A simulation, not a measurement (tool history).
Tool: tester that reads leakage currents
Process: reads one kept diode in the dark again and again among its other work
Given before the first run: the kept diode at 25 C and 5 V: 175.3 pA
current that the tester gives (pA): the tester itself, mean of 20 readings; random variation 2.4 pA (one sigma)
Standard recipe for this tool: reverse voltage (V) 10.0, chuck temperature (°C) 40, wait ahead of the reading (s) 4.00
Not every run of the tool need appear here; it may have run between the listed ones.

run     day  reverse voltage (V)  chuck temperature (°C)  wait ahead of the reading (s)  current that the tester gives (pA)
  1   0.000                 10.0                      40                           4.00                              845.08
  2   1.292                  2.2                      40                           4.00                              364.63
  3   2.862                  2.2                      40                           4.00                              364.71
  4   4.058                  2.2                      40                           0.38                              367.13
  5   5.433                 10.0                      34                           4.00                              555.07
  6   6.642                 17.3                      40                           4.00                             1150.79
  7   7.767                 17.3                      40                           4.00                             1152.02
      7.988  -- probe card cleaned and baked
  8   9.442                  1.7                      40                           4.00                              319.35
  9  10.371                  1.7                      37                           0.33                              258.24
     11.758  -- chuck's temperature calibrated
 10  12.067                  6.2                      44                           4.61                              803.61
 11  13.083                 10.0                      29                           1.08                              360.75
     13.625  -- probe card cleaned and baked, once more
 12  14.296                 10.0                      40                           7.31                              793.55
 13  15.021                  7.2                      57                           7.31                             2060.16
 14  16.588                 10.0                      39                           0.31                              748.50
 15  17.342                 10.0                      39                           0.31                              752.45
 16  18.671                  1.8                      29                           4.00                              136.57

Each row is a separate what-if for the run after 16, all from the same tool condition, not one after another. Results?
  A  19.538                  8.8                      59                           4.00                                   ?
  B  19.538                 10.0                      27                           4.00                                   ?
  C  19.538                 15.0                      32                           0.59                                   ?
  D  19.538                  1.7                      40                           1.74                                   ?

run  current that the tester gives (pA)
  A                             2620.41
  B                              306.67
  C                              566.40
  D                              296.88
The same runs, with their run-to-run variation unchanged, on a tool lacking any hidden condition would have given:
run  current that the tester gives (pA)
  A                             2594.06
  B                              302.39
  C                              559.01
  D                              293.41
